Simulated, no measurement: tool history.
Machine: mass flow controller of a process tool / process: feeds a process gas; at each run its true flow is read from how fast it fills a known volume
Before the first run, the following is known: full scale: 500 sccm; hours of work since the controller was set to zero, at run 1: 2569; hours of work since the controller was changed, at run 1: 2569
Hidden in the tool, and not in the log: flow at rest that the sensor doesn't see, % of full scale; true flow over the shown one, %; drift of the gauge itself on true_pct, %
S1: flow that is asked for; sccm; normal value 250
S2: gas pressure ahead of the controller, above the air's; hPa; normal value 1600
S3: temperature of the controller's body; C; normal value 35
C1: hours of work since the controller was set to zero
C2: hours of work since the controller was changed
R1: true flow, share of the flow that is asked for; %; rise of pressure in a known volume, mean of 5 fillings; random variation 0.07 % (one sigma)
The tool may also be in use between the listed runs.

Run 1, hour 0.0: usual settings; C1 2569; C2 2569. Result: R1 98.83 %.
Run 2, hour 111.4: usual settings; C1 2641; C2 2641. Result: R1 98.85 %.
Run 3, hour 169.7: usual settings but S2 1660 hPa; C1 2679; C2 2679. Result: R1 98.74 %.
Run 4, hour 229.4: usual settings but S1 265 sccm; C1 2718; C2 2718. Result: R1 98.63 %.
Run 5, hour 357.6: usual settings but S1 265 sccm; C1 2800; C2 2800. Result: R1 98.54 %.
Run 6, hour 495.4: usual settings; C1 2889; C2 2889. Result: R1 98.53 %.
Run 7, hour 590.3: usual settings; C1 2951; C2 2951. Result: R1 98.51 %.
Run 8, hour 731.3: usual settings; C1 3042; C2 3042. Result: R1 98.15 %.
Run 9, hour 801.2: usual settings but S2 2250 hPa; C1 3087; C2 3087. Result: R1 97.63 %.
Run 10, hour 885.5: usual settings but S2 2250 hPa; C1 3141; C2 3141. Result: R1 97.60 %.
Run 11, hour 1019.9: usual settings but S2 2250 hPa; C1 3228; C2 3228. Result: R1 97.66 %.
Run 12, hour 1112.8: usual settings; C1 3288; C2 3288. Result: R1 97.86 %.
Run 13, hour 1247.8: usual settings; C1 3375; C2 3375. Result: R1 97.87 %.
Run 14, hour 1359.5: usual settings but S3 29 C; C1 3447; C2 3447. Result: R1 98.41 %.
Run 15, hour 1442.0: usual settings but S3 29 C; C1 3501; C2 3501. Result: R1 98.28 %.
Run 16, hour 1570.0: usual settings but S3 29 C; C1 3583; C2 3583. Result: R1 98.15 %.
Run 17, hour 1644.0: usual settings but S3 29 C; C1 3631; C2 3631. Result: R1 98.14 %.
Run 18, hour 1716.2: usual settings but S3 29 C; C1 3678; C2 3678. Result: R1 98.01 %.
Run 19, hour 1828.8: usual settings but S2 2080 hPa; C1 3751; C2 3751. Result: R1 96.95 %.
Run 20, hour 1892.1: usual settings; C1 3791; C2 3791. Result: R1 97.23 %.
Run 21, hour 2028.5: usual settings; C1 3880; C2 3880. Result: R1 97.30 %.
Run 22, hour 2107.1: usual settings; C1 3930; C2 3930. Result: R1 97.26 %.
Run 23, hour 2189.6: usual settings; C1 3984; C2 3984. Result: R1 97.08 %.
Run 24, hour 2271.9: usual settings; C1 4037; C2 4037. Result: R1 96.93 %.
Run 25, hour 2385.5: usual settings but S1 270 sccm, S2 2310 hPa; C1 4110; C2 4110. Result: R1 96.47 %.
Run 26, hour 2486.1: usual settings but S1 270 sccm, S2 2310 hPa; C1 4175; C2 4175. Result: R1 96.39 %.
At hour 2540.4: gauge calibrated.
Run 27, hour 2545.6: usual settings but S1 270 sccm, S2 2310 hPa, S3 25 C; C1 4213; C2 4213. Result: R1 99.28 %.
Run 28, hour 2605.3: usual settings but S1 270 sccm, S2 2310 hPa, S3 25 C; C1 4252; C2 4252. Result: R1 99.28 %.
Run 29, hour 2721.6: usual settings but S1 270 sccm, S2 2310 hPa, S3 25 C; C1 4327; C2 4327. Result: R1 99.23 %.
Run 30, hour 2853.0: usual settings but S1 218 sccm; C1 4412; C2 4412. Result: R1 98.58 %.
Run 31, hour 2977.8: usual settings but S1 218 sccm; C1 4493; C2 4493. Result: R1 98.46 %.
Run 32, hour 3056.0: usual settings but S2 1840 hPa, S3 34 C; C1 4543; C2 4543. Result: R1 98.42 %.
Run 33, hour 3115.9: usual settings but S2 2210 hPa, S3 22 C; C1 4582; C2 4582. Result: R1 99.32 %.
Run 34, hour 3205.0: usual settings but S1 392 sccm, S2 2060 hPa, S3 26 C; C1 4639; C2 4639. Result: R1 99.09 %.
Run 35, hour 3345.5: usual settings but S1 167 sccm, S2 1630 hPa, S3 27 C; C1 4730; C2 4730. Result: R1 98.73 %.
Run 36, hour 3421.2: usual settings but S1 52 sccm, S2 1880 hPa, S3 37 C; C1 4779; C2 4779. Result: R1 97.25 %.
Run 37, hour 3526.6: usual settings but S1 100 sccm, S2 1650 hPa, S3 31 C; C1 4847; C2 4847. Result: R1 98.09 %.
Run 38, hour 3598.0: usual settings but S1 100 sccm, S2 1650 hPa, S3 31 C; C1 4893; C2 4893. Result: R1 98.03 %.
Run 39, hour 3734.4: usual settings but S2 1970 hPa; C1 4981; C2 4981. Result: R1 97.58 %.
Run 40, hour 3858.4: usual settings but S1 408 sccm, S2 1770 hPa; C1 5061; C2 5061. Result: R1 98.19 %.
Run 41, hour 3951.6: usual settings but S2 1900 hPa, S3 21 C; C1 5122; C2 5122. Result: R1 98.87 %.
Run 42, hour 4024.9: usual settings but S1 205 sccm, S2 1650 hPa, S3 29 C; C1 5169; C2 5169. Result: R1 97.99 %.
Run 43, hour 4151.5: usual settings but S1 58 sccm, S2 1850 hPa, S3 29 C; C1 5251; C2 5251. Result: R1 97.46 %.
Run 44, hour 4287.2: usual settings but S1 314 sccm, S3 28 C; C1 5338; C2 5338. Result: R1 98.30 %.
Run 45, hour 4359.9: usual settings but S1 322 sccm, S2 2020 hPa, S3 28 C; C1 5385; C2 5385. Result: R1 97.83 %.
Run 46, hour 4498.0: usual settings but S3 20 C; C1 5474; C2 5474. Result: R1 98.65 %.
Run 47, hour 4566.4: usual settings but S1 82 sccm; C1 5519; C2 5519. Result: R1 96.75 %.

Some steps in R1 between neighbouring runs. How much of each would the tool show without its hidden state too (settings, what came in, random variation), and how much is left for the hidden state, with any gauge scatter that isn't in both results?
Run 26 -> 27: S3 35 -> 25, gauge calibrated. R1 +2.89 %: hidden state +1.99, all else +0.90.
Run 35 -> 36: S1 167 -> 52, S2 1630 -> 1880, S3 27 -> 37. R1 -1.48 %: hidden state -0.08, all else -1.40.
Run 42 -> 43: S1 205 -> 58, S2 1650 -> 1850. R1 -0.53 %: hidden state -0.13, all else -0.40.
Run 45 -> 46: S1 322 -> 250, S2 2020 -> 1600, S3 28 -> 20. R1 +0.82 %: hidden state -0.13, all else +0.95.
Run 46 -> 47: S1 250 -> 82, S3 20 -> 35. R1 -1.90 %: hidden state -0.05, all else -1.85.
